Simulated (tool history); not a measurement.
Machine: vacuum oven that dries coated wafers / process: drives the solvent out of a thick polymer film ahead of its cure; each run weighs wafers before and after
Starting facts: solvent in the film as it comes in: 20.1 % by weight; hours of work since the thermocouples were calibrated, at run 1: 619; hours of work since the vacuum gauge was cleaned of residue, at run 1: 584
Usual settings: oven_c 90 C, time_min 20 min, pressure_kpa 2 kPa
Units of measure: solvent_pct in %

run	day	oven_c	time_min	pressure_kpa	hours of work since the thermocouples were calibrated	hours of work since the vacuum gauge was cleaned of residue	solvent_pct
1	0	90	20	2	619	584	5.46
2	1.312	90	20	2	639	604	5.48
3	2.696	90	20	1.44	660	625	5.15
4	3.592	90	23	2	673	638	4.74
5	4.596	90	20	2	689	654	5.45
6	6.275	90	20	2	714	679	5.43
7	7.592	90	20	2	734	699	5.43
8	8.7	90	20	2	751	716	5.45
9	10.104	84	20	2	772	737	7.89
10	11.521	84	20	5.03	793	758	9.39
11	12.225	84	20	5.03	804	769	9.47
12	13.296	81	20	5.03	820	785	10.74
13	14.612	93	18	1.27	840	805	4.52
14	16.029	94	22	1.74	861	826	3.37
15	16.854	94	22	1.74	874	839	3.39
16	18.454	100	20	2.14	898	863	2.27

The next listed run, before its measurement:
17	19.367	82	16	2	912	877	?

Run 17 came out at solvent_pct 9.85 %.
Without the tool's hidden state the same run would have given solvent_pct 9.85 %.
